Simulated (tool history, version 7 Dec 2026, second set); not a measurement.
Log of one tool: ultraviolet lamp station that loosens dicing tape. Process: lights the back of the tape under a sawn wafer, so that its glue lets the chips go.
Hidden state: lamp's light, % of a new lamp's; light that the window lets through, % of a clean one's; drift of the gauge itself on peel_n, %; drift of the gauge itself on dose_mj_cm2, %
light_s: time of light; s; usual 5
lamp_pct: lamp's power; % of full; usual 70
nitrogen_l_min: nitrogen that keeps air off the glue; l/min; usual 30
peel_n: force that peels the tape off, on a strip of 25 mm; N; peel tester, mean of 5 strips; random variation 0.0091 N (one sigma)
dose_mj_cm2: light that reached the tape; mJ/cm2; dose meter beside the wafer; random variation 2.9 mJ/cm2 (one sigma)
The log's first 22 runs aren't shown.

run     day  light_s  lamp_pct  nitrogen_l_min  hours of work of the lamp  hours of work since the window was cleaned  peel_n  dose_mj_cm2
 23   16.55        2        70              49                        414                                         144   3.112          118
 24  17.538        2        69              49                        430                                         159   3.204          114
 25  18.208        5        64              30                        441                                         170   1.107          263
 26  18.725        5        70              14                        449                                         178   1.797          278
 27  19.762        5        70              14                        465                                         195   1.944          280
 28  20.633        5        70              14                        479                                         208    1.97          274
 29  21.633        4        61              31                        495                                         224   1.965          188
 30  22.492        2        61              10                        509                                         238    6.55           93
 31  23.617        5        61              30                        526                                         256   1.432          223
 32  24.321        2        71              19                        538                                         267   5.034          102
 33  25.454        2        71              19                        556                                         285   5.414          100
     25.721  -- window cleaned of glue's vapour
 34  26.508        6        85              15                        572                                          12   0.804          411
 35  27.183        6        85              15                        583                                          23   0.833          404
 36  27.925        4        70              26                        594                                          35   1.718          220
 37  28.742        4        70              26                        607                                          48    1.78          217

The next listed run, before its measurement:
 38  29.246        4        70              26                        615                                          56       ?            ?

peel_n: 1.807 N
dose_mj_cm2: 218 mJ/cm2
Without the tool's hidden state the same run would have given peel_n 0.761 N, dose_mj_cm2 332 mJ/cm2.

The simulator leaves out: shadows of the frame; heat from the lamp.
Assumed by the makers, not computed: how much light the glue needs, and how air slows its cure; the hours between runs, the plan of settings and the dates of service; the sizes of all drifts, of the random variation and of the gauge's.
